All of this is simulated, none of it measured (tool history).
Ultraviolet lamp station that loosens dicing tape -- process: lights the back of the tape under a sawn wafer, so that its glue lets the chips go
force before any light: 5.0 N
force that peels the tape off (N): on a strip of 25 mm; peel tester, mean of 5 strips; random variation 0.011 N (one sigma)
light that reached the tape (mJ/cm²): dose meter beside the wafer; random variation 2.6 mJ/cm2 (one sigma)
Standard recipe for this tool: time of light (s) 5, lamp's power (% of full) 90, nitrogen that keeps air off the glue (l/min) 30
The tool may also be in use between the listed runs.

run	day	time of light (s)	lamp's power (% of full)	nitrogen that keeps air off the glue (l/min)	force that peels the tape off (N)	light that reached the tape (mJ/cm²)
1	0.000	5	90	30	1.193	207
# day 1.025: lamp changed
# day 1.046: window cleaned of glue's vapour
2	2.912	5	90	30	0.738	286
3	6.962	5	90	30	0.817	263
4	10.029	6	90	30	0.635	299
# day 11.608: window cleaned of glue's vapour, once more
5	14.092	5	68	30	1.085	221
6	16.354	3	68	30	2.068	131
7	18.592	3	68	30	2.070	126
8	22.433	5	90	28	0.865	256
9	25.462	5	90	30	0.920	244
10	27.992	5	90	30	0.967	233
11	30.071	5	90	30	1.016	229
# day 30.667: window cleaned of glue's vapour
12	32.638	5	74	30	1.202	196
13	34.425	5	74	30	1.302	189
14	37.921	5	90	17	1.462	217
# day 40.425: lamp changed
15	40.542	5	90	17	0.805	318
16	44.471	5	90	17	0.919	309
17	47.808	5	90	30	0.695	292
# day 49.638: window cleaned of glue's vapour
18	49.638	5	90	30	0.609	310
19	53.450	2	90	30	2.187	119
20	56.862	2	90	30	2.254	111
21	60.271	2	90	30	2.311	108

Expected results for the next run?
22	63.792	2	90	30	?	?

Run 22 yielded force that peels the tape off (N) 2.440, light that reached the tape (mJ/cm²) 100.
Were there no unlogged condition in the tool, this run, its random variation unchanged, would have produced force that peels the tape off (N) 1.877, light that reached the tape (mJ/cm²) 138.
